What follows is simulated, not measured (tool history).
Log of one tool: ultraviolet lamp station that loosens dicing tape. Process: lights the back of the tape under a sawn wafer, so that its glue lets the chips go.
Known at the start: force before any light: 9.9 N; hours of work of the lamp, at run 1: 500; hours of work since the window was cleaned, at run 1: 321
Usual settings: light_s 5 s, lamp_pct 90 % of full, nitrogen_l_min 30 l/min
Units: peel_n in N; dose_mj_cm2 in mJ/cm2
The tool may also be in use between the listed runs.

run    hour  light_s  lamp_pct  nitrogen_l_min  hours of work of the lamp  hours of work since the window was cleaned  peel_n  dose_mj_cm2
  1     0.0        5        90              30                        500                                         321   1.164          427
  2    78.6        5        90              30                        561                                         382   1.240          401
      107.1  -- window cleaned of glue's vapour
  3   159.1        5        90              30                        623                                          40   1.460          378
  4   225.9        5        90              30                        675                                          92   1.507          363
      271.3  -- window cleaned of glue's vapour, once more
  5   300.3        5        90              30                        732                                          22   1.257          408
  6   363.1        5        90              30                        781                                          71   1.338          391
  7   405.5        5        90              30                        814                                         104   1.420          377
  8   465.7        5        90              30                        861                                         151   1.530          363
  9   511.8        5        90              30                        897                                         187   1.562          353
 10   551.7        3        90              30                        928                                         218   3.337          203
 11   612.9        3        90              30                        975                                         265   3.604          196
 12   667.1        3        90              30                       1017                                         307   3.783          188
      701.5  -- lamp changed
 13   725.1        3        90              30                         18                                         352   1.949          309
      790.1  -- window cleaned of glue's vapour
 14   804.7        3        90              30                         80                                          11   1.816          331
 15   846.3        8        90              38                        112                                          44   0.212          866
 16   912.4        6        76              38                        163                                          95   0.582          533
 17   956.9        6        99              38                        198                                         129   0.323          680
 18  1023.5        4        62              37                        250                                         181   2.054          273
 19  1091.8       10        62              10                        303                                         234   1.176          663
 20  1135.5        6        72              53                        337                                         268   0.646          452
 21  1189.2        2        93              10                        378                                         310   5.310          189
 22  1225.7        2        93              10                        407                                         338   5.258          185
 23  1260.1        2        93              10                        433                                         365   5.373          182
 24  1295.0        6        93              16                        460                                         392   1.184          532
     1307.6  -- window cleaned of glue's vapour
 25  1368.2        6        93              16                        517                                          47   1.103          558
 26  1417.6        9        93              16                        555                                          85   0.489          815

Measured less the same run without the tool's hidden state. The same run-to-run variation is in both; the gauge's scatter may not be:
The hidden state here: lamp's light, % of a new lamp's; light that the window lets through, % of a clean one's; drift of the gauge itself on peel_n, %; drift of the gauge itself on dose_mj_cm2, %.
run  peel_n  dose_mj_cm2
  1  +0.554         -147
  2  +0.642         -164
  3  +0.849         -196
  4  +0.920         -210
  5  +0.663         -169
  6  +0.753         -184
  7  +0.825         -194
  8  +0.931         -209
  9  +0.981         -217
 10  +1.666         -137
 11  +1.880         -145
 12  +2.037         -152
 13  +0.261          -29
 14  +0.107          -13
 15  +0.015          -49
 16  +0.109          -48
 17  +0.066          -79
 18  +0.416          -42
 19  +0.369         -129
 20  +0.245         -101
 21  +0.794          -48
 22  +0.840          -52
 23  +0.910          -55
 24  +0.544         -177
 25  +0.453         -153
 26  +0.220         -253
